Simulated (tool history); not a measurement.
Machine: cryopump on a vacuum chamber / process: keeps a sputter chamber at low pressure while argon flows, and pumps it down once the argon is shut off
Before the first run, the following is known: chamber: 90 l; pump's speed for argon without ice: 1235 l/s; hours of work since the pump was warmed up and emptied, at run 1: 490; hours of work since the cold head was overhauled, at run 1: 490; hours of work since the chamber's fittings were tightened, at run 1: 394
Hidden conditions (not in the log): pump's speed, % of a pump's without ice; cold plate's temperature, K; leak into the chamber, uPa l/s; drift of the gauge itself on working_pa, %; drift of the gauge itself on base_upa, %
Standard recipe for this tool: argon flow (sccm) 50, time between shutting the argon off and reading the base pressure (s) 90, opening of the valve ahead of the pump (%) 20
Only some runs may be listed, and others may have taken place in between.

| run | day | argon flow (sccm) | time between shutting the argon off and reading the base pressure (s) | opening of the valve ahead of the pump (%) | hours of work since the pump was warmed up and emptied | hours of work since the cold head was overhauled | hours of work since the chamber's fittings were tightened | pressure while argon flows (Pa) | pressure after the wait (uPa) |
|---|---|---|---|---|---|---|---|---|---|
| 1 | 0.000 | 50 | 90 | 20 | 490 | 490 | 394 | 0.3540 | 1.14 |
|  | 0.546 | pump warmed up, emptied and cooled again |
| 2 | 3.717 | 50 | 90 | 20 | 49 | 545 | 448 | 0.3455 | 1.01 |
| 3 | 5.238 | 45 | 90 | 20 | 73 | 568 | 472 | 0.3131 | 1.09 |
| 4 | 7.958 | 30 | 90 | 20 | 115 | 611 | 514 | 0.2081 | 1.08 |
| 5 | 9.833 | 30 | 90 | 20 | 144 | 640 | 543 | 0.2079 | 1.14 |
| 6 | 12.483 | 50 | 90 | 58 | 185 | 681 | 584 | 0.1240 | 1.12 |
| 7 | 15.896 | 50 | 208 | 58 | 238 | 734 | 637 | 0.1241 | 0.94 |
| 8 | 17.938 | 50 | 208 | 58 | 270 | 765 | 669 | 0.1257 | 0.96 |
| 9 | 21.000 | 50 | 208 | 58 | 317 | 813 | 716 | 0.1272 | 1.03 |
| 10 | 23.279 | 50 | 208 | 58 | 353 | 848 | 752 | 0.1279 | 1.08 |
| 11 | 26.771 | 50 | 208 | 58 | 407 | 902 | 806 | 0.1307 | 1.13 |
| 12 | 29.150 | 50 | 208 | 58 | 444 | 939 | 843 | 0.1299 | 1.14 |
|  | 32.650 | pump warmed up, emptied and cooled again |
| 13 | 32.650 | 50 | 90 | 20 | 0 | 990 | 894 | 0.3436 | 1.31 |
| 14 | 34.254 | 50 | 90 | 20 | 25 | 1015 | 919 | 0.3447 | 1.32 |
| 15 | 36.538 | 50 | 36 | 20 | 60 | 1051 | 954 | 0.3451 | 2.11 |
| 16 | 39.942 | 50 | 36 | 20 | 113 | 1104 | 1007 | 0.3463 | 2.13 |
| 17 | 41.950 | 50 | 102 | 20 | 144 | 1135 | 1038 | 0.3457 | 1.39 |
| 18 | 45.200 | 32 | 143 | 38 | 195 | 1185 | 1088 | 0.1186 | 1.33 |
| 19 | 48.258 | 34 | 98 | 19 | 242 | 1233 | 1136 | 0.2509 | 1.49 |
| 20 | 50.567 | 50 | 153 | 20 | 278 | 1268 | 1172 | 0.3499 | 1.46 |
| 21 | 53.812 | 89 | 153 | 54 | 328 | 1319 | 1222 | 0.2407 | 1.47 |
| 22 | 55.829 | 89 | 153 | 54 | 360 | 1350 | 1253 | 0.2448 | 1.48 |
| 23 | 59.062 | 89 | 21 | 54 | 410 | 1400 | 1304 | 0.2466 | 3.31 |
| 24 | 61.429 | 50 | 63 | 22 | 447 | 1437 | 1340 | 0.3225 | 1.92 |
|  | 64.742 | pump warmed up, emptied and cooled again |
| 25 | 64.942 | 63 | 90 | 48 | 3 | 1488 | 1392 | 0.1815 | 1.57 |
| 26 | 66.462 | 30 | 36 | 20 | 27 | 1512 | 1415 | 0.2064 | 2.35 |
| 27 | 69.750 | 30 | 36 | 20 | 78 | 1563 | 1466 | 0.2064 | 2.42 |
| 28 | 72.517 | 78 | 44 | 40 | 121 | 1606 | 1509 | 0.2734 | 2.20 |
| 29 | 76.071 | 37 | 65 | 22 | 176 | 1661 | 1564 | 0.2357 | 1.97 |
| 30 | 77.558 | 88 | 65 | 42 | 199 | 1684 | 1587 | 0.2976 | 2.01 |
| 31 | 80.967 | 50 | 35 | 30 | 252 | 1737 | 1640 | 0.2359 | 2.59 |
| 32 | 82.704 | 50 | 35 | 30 | 279 | 1764 | 1667 | 0.2356 | 2.73 |
| 33 | 84.517 | 53 | 209 | 30 | 307 | 1792 | 1695 | 0.2510 | 1.70 |
| 34 | 87.467 | 50 | 20 | 21 | 353 | 1838 | 1741 | 0.3355 | 3.64 |

What would each run have given without the hidden state, its run-to-run variation left as it was?
| run | pressure while argon flows (Pa) | pressure after the wait (uPa) |
|---|---|---|
| 1 | 0.3411 | 0.75 |
| 2 | 0.3433 | 0.68 |
| 3 | 0.3105 | 0.72 |
| 4 | 0.2058 | 0.68 |
| 5 | 0.2052 | 0.71 |
| 6 | 0.1185 | 0.67 |
| 7 | 0.1174 | 0.44 |
| 8 | 0.1182 | 0.42 |
| 9 | 0.1185 | 0.44 |
| 10 | 0.1182 | 0.46 |
| 11 | 0.1193 | 0.46 |
| 12 | 0.1174 | 0.43 |
| 13 | 0.3425 | 0.71 |
| 14 | 0.3431 | 0.68 |
| 15 | 0.3427 | 1.42 |
| 16 | 0.3426 | 1.41 |
| 17 | 0.3413 | 0.64 |
| 18 | 0.1149 | 0.53 |
| 19 | 0.2461 | 0.64 |
| 20 | 0.3419 | 0.55 |
| 21 | 0.2243 | 0.53 |
| 22 | 0.2267 | 0.50 |
| 23 | 0.2259 | 2.25 |
| 24 | 0.3099 | 0.85 |
| 25 | 0.1799 | 0.67 |
| 26 | 0.2052 | 1.39 |
| 27 | 0.2045 | 1.41 |
| 28 | 0.2669 | 1.14 |
| 29 | 0.2316 | 0.86 |
| 30 | 0.2871 | 0.85 |
| 31 | 0.2286 | 1.40 |
| 32 | 0.2276 | 1.45 |
| 33 | 0.2418 | 0.41 |
| 34 | 0.3256 | 2.31 |
